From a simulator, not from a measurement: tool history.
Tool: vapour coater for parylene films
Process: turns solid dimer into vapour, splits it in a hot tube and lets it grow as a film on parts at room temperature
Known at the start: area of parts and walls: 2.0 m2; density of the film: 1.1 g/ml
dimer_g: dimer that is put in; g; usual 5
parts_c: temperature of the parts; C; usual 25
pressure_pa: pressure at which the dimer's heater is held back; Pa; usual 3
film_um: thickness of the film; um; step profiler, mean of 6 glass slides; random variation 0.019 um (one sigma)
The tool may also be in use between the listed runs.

run	hour	dimer_g	parts_c	pressure_pa	film_um
1	0	5	25	3	1.3
2	27.3	5	25	3	1.29
3	62.6	5	25	3	1.28
4	101.5	5	25	3	1.28
5	130.6	5	25	3	1.23
6	171.9	5	25	3	1.19
7	208.8	5	25	3.69	1.16
8	236	5	25	3.69	1.16
9	259.6	5	25	3.69	1.11
10	299.8	3	25	3	0.71
# hour 324.7: trap's valve overhauled
11	333	8	25	3	2.15
12	367.6	2	25	3	0.52
13	393.3	5	25	7.18	1.18
14	436.4	5	25	7.18	1.18
15	469.5	4	31	7.18	0.8
16	497.9	5	28	7.32	1.03
17	541.4	5	28	2.66	1.15
18	571.6	2	25	6.43	0.44
19	611.9	2	25	6.43	0.43
20	641.9	4	28	8.5	0.74

The next listed run, before its measurement:
21	670.9	6	23	3.22	?

film_um: 1.47 um
Without the tool's hidden state the same run would have given film_um 1.69 um.
